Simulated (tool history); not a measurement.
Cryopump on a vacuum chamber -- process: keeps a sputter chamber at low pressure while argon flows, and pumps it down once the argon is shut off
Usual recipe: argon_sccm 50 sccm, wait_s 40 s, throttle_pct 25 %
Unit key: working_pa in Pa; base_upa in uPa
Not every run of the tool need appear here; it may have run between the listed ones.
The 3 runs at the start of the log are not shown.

run	hour	argon_sccm	wait_s	throttle_pct	hours of work since the pump was warmed up and emptied	hours of work since the cold head was overhauled	hours of work since the chamber's fittings were tightened	working_pa	base_upa
4	36.1	50	40	33	202	202	764	0.1645	2.80
5	50.5	50	40	33	209	209	770	0.1653	2.80
6	64.3	50	32	25	215	215	777	0.2147	3.25
7	75.9	50	40	25	221	221	782	0.2129	2.85
8	91.8	50	40	25	228	228	789	0.2149	2.91
9	101.8	50	40	25	233	233	794	0.2160	2.82
10	117.4	50	40	25	240	240	801	0.2155	2.90
11	128.2	50	40	25	245	245	806	0.2174	2.92
12	145.1	50	40	25	252	252	814	0.2164	2.81
13	157.7	50	40	25	258	258	820	0.2157	2.96
14	174.6	50	40	25	266	266	827	0.2182	2.88
15	182.6	50	112	25	270	270	831	0.2159	1.84
16	200.4	50	112	25	278	278	839	0.2185	1.83
17	215.4	50	112	25	285	285	846	0.2198	1.77
18	233.1	50	112	25	293	293	854	0.2185	1.84
19	249.9	37	112	25	301	301	862	0.1623	1.99
20	264.9	37	112	25	307	307	869	0.1640	1.92
21	277.9	45	172	56	313	313	875	0.0986	1.71
22	294.2	39	87	37	321	321	882	0.1223	2.15
23	311.1	54	40	25	329	329	890	0.2390	3.03
24	323.6	39	31	45	334	334	896	0.1027	3.64
# hour 336.2: pump warmed up, emptied and cooled again
25	346.2	43	80	25	5	343	904	0.1736	1.87
26	358.2	43	80	25	10	348	909	0.1758	1.90
27	375.8	43	31	39	18	356	917	0.1126	3.26
28	391.5	43	294	45	25	363	925	0.0982	1.29

Run 29 is up next; what results do you expect?
29	409.1	43	294	45	33	371	933	?	?

working_pa: 0.0984 Pa
base_upa: 1.33 uPa
With no hidden state in the tool, this same run would have given working_pa 0.0965 Pa, base_upa 0.44 uPa.
